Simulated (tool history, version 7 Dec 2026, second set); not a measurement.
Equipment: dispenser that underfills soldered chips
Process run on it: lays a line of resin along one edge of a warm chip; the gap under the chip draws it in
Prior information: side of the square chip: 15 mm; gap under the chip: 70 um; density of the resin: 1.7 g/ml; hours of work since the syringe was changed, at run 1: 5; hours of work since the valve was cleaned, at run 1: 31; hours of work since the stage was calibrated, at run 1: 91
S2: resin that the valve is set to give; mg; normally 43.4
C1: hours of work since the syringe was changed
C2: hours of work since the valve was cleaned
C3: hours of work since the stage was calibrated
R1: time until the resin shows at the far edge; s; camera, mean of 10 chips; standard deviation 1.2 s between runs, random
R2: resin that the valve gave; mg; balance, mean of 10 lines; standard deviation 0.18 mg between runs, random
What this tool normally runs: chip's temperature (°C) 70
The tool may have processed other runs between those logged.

run 1 day=0 | chip's_temperature_(°C)=70 S2=43.4 | C1=5 C2=31 C3=91 | R1=174.1 R2=42.43
run 2 day=0.238 | chip's_temperature_(°C)=57 S2=43.4 | C1=9 C2=35 C3=95 | R1=408.7 R2=42.12
-- day=0.346 new syringe of resin
run 3 day=0.429 | chip's_temperature_(°C)=57 S2=43.4 | C1=2 C2=39 C3=98 | R1=207.6 R2=42.19
run 4 day=0.675 | chip's_temperature_(°C)=57 S2=43.4 | C1=6 C2=43 C3=103 | R1=311.4 R2=42.16
run 5 day=0.908 | chip's_temperature_(°C)=58 S2=43.4 | C1=10 C2=47 C3=107 | R1=426.6 R2=41.86
-- day=0.962 new syringe of resin
run 6 day=1.146 | chip's_temperature_(°C)=58 S2=43.4 | C1=3 C2=51 C3=111 | R1=246.3 R2=41.51
run 7 day=1.35 | chip's_temperature_(°C)=58 S2=43.4 | C1=7 C2=55 C3=115 | R1=333.8 R2=41.39
-- day=1.567 new syringe of resin
run 8 day=1.588 | chip's_temperature_(°C)=58 S2=43.4 | C1=0 C2=59 C3=119 | R1=188.2 R2=41.3
run 9 day=1.808 | chip's_temperature_(°C)=83 S2=43.4 | C1=4 C2=63 C3=123 | R1=113.6 R2=41.11
run 10 day=1.946 | chip's_temperature_(°C)=83 S2=43.4 | C1=7 C2=66 C3=125 | R1=139.2 R2=40.8
run 11 day=2.088 | chip's_temperature_(°C)=70 S2=43.1 | C1=9 C2=68 C3=128 | R1=265.5 R2=41.16
-- day=2.171 new syringe of resin
run 12 day=2.362 | chip's_temperature_(°C)=61 S2=43.4 | C1=3 C2=73 C3=132 | R1=226.4 R2=41.14
run 13 day=2.488 | chip's_temperature_(°C)=70 S2=43.5 | C1=6 C2=75 C3=135 | R1=202.9 R2=41.37
run 14 day=2.625 | chip's_temperature_(°C)=70 S2=43.4 | C1=8 C2=77 C3=137 | R1=249.4 R2=41.09
-- day=2.788 new syringe of resin
run 15 day=2.892 | chip's_temperature_(°C)=70 S2=43.4 | C1=2 C2=82 C3=142 | R1=138.2 R2=40.86
run 16 day=3.112 | chip's_temperature_(°C)=59 S2=43.4 | C1=6 C2=86 C3=146 | R1=290.3 R2=40.86
run 17 day=3.346 | chip's_temperature_(°C)=59 S2=43.4 | C1=10 C2=90 C3=150 | R1=424.6 R2=40.76
-- day=3.392 new syringe of resin
run 18 day=3.496 | chip's_temperature_(°C)=59 S2=43.4 | C1=2 C2=93 C3=152 | R1=211.2 R2=40.25
run 19 day=3.621 | chip's_temperature_(°C)=59 S2=43.4 | C1=4 C2=95 C3=155 | R1=255.3 R2=40.53
run 20 day=3.796 | chip's_temperature_(°C)=59 S2=43.4 | C1=7 C2=98 C3=158 | R1=335.4 R2=40.27
-- day=4.008 new syringe of resin
run 21 day=4.025 | chip's_temperature_(°C)=59 S2=43.4 | C1=0 C2=102 C3=162 | R1=187.1 R2=40
run 22 day=4.196 | chip's_temperature_(°C)=74 S2=37.6 | C1=3 C2=105 C3=165 | R1=145.7 R2=34.58
run 23 day=4.346 | chip's_temperature_(°C)=83 S2=52.9 | C1=6 C2=108 C3=167 | R1=131.8 R2=48.55
-- day=4.612 new syringe of resin
run 24 day=4.617 | chip's_temperature_(°C)=59 S2=41.1 | C1=0 C2=113 C3=172 | R1=185.7 R2=37.83
run 25 day=4.846 | chip's_temperature_(°C)=72 S2=39.3 | C1=4 C2=117 C3=176 | R1=169.4 R2=36.17
run 26 day=5.025 | chip's_temperature_(°C)=71 S2=46.6 | C1=7 C2=120 C3=179 | R1=222.3 R2=42.6
run 27 day=5.179 | chip's_temperature_(°C)=71 S2=46.6 | C1=10 C2=123 C3=182 | R1=284.8 R2=42.46
-- day=5.212 new syringe of resin
run 28 day=5.367 | chip's_temperature_(°C)=85 S2=37.2 | C1=3 C2=126 C3=185 | R1=97.2 R2=33.67
run 29 day=5.592 | chip's_temperature_(°C)=85 S2=56.4 | C1=7 C2=130 C3=189 | R1=132.1 R2=50.89
run 30 day=5.733 | chip's_temperature_(°C)=85 S2=56.4 | C1=9 C2=132 C3=192 | R1=162.5 R2=51
-- day=5.817 new syringe of resin
run 31 day=6.021 | chip's_temperature_(°C)=66 S2=47.3 | C1=4 C2=137 C3=197 | R1=192.5 R2=43.04

For run 32, what comes out?
-- day=6.108 dispensing valve cleaned and set on the balance
run 32 day=6.292 | chip's_temperature_(°C)=78 S2=47.3 | C1=8 C2=3 C3=201 | R1=? R2=?

{"run 32": {"R1": 175.9, "R2": 47.17}}
If the tool had no hidden condition, the same run with the same run-to-run variation would have returned R1 86.9 s, R2 47.32 mg.

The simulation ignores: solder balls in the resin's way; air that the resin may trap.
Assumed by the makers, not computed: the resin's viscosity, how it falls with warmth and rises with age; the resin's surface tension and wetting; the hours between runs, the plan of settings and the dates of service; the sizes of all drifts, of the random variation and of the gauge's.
